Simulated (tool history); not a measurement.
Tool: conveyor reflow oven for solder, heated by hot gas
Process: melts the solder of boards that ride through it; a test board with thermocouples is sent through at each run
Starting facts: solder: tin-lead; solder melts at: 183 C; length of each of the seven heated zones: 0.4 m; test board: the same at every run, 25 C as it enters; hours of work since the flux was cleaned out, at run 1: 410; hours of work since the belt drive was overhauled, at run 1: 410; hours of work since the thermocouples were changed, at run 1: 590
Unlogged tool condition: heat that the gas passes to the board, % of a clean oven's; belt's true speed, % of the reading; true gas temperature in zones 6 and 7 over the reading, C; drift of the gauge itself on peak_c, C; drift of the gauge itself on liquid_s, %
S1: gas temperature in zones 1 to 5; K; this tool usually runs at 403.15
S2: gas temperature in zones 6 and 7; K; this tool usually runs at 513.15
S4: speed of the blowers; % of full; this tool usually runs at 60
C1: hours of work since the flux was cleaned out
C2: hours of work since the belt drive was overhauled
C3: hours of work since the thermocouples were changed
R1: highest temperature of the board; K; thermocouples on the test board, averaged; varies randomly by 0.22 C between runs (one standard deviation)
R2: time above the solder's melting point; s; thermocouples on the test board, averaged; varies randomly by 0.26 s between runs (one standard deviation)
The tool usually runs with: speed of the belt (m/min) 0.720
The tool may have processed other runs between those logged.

Run 1, hour 0.0: usual settings; C1 410; C2 410; C3 590. Result: R1 481.35 K, R2 38.8 s.
Run 2, hour 66.8: usual settings; C1 455; C2 455; C3 635. Result: R1 481.35 K, R2 38.1 s.
At hour 133.7: flux residue cleaned out of gas plates and filters.
Run 3, hour 140.9: usual settings; C1 5; C2 502; C3 682. Result: R1 484.35 K, R2 41.6 s.
Run 4, hour 188.5: usual settings; C1 37; C2 534; C3 714. Result: R1 484.35 K, R2 41.2 s.
Run 5, hour 221.8: usual settings; C1 59; C2 556; C3 736. Result: R1 483.85 K, R2 41.9 s.
Run 6, hour 269.1: usual settings; C1 91; C2 588; C3 768. Result: R1 484.25 K, R2 41.3 s.
Run 7, hour 303.6: usual settings; C1 114; C2 611; C3 791. Result: R1 484.05 K, R2 41.5 s.
Run 8, hour 347.0: usual settings; C1 143; C2 640; C3 820. Result: R1 483.95 K, R2 42.1 s.
Run 9, hour 380.5: usual settings but speed of the belt (m/min) 0.747; C1 166; C2 663; C3 843. Result: R1 482.05 K, R2 37.6 s.
Run 10, hour 418.0: usual settings but S1 417.15 K; C1 191; C2 688; C3 868. Result: R1 487.35 K, R2 48.1 s.
Run 11, hour 477.2: usual settings but S1 417.15 K; C1 231; C2 728; C3 908. Result: R1 487.35 K, R2 48.5 s.
Run 12, hour 534.4: usual settings but S1 417.15 K; C1 270; C2 766; C3 947. Result: R1 487.25 K, R2 48.2 s.
Run 13, hour 578.2: usual settings but S2 526.15 K; C1 299; C2 796; C3 976. Result: R1 493.35 K, R2 48.9 s.
Run 14, hour 630.7: usual settings but S1 416.15 K, S2 510.15 K, S4 56 % of full; C1 334; C2 831; C3 1011. Result: R1 483.25 K, R2 44.5 s.
Run 15, hour 659.7: usual settings but S1 416.15 K, S2 510.15 K, S4 56 % of full; C1 354; C2 851; C3 1031. Result: R1 482.85 K, R2 44.4 s.
Run 16, hour 723.6: usual settings but S1 416.15 K, S2 510.15 K, S4 56 % of full; C1 397; C2 894; C3 1074. Result: R1 482.55 K, R2 43.9 s.
Run 17, hour 779.3: usual settings but S1 416.15 K, S2 510.15 K, S4 56 % of full; C1 434; C2 931; C3 1111. Result: R1 482.65 K, R2 44.1 s.
Run 18, hour 844.2: usual settings but speed of the belt (m/min) 0.824; C1 478; C2 975; C3 1155. Result: R1 475.85 K, R2 27.8 s.
At hour 878.1: flux residue cleaned out of gas plates and filters.
Run 19, hour 904.2: usual settings but S1 412.15 K, S2 519.15 K, speed of the belt (m/min) 0.714; C1 18; C2 1012; C3 1192. Result: R1 492.55 K, R2 51.8 s.

The next listed run, before its measurement:
Run 20, hour 971.1: usual settings but S1 412.15 K, S2 519.15 K, speed of the belt (m/min) 0.714; C1 63; C2 1057; C3 1237. Result: R1 ?, R2 ?.

R1: 492.35 K
R2: 51.4 s
The same run, on a tool lacking any hidden state, would have yielded R1 490.55 K, R2 49.0 s.
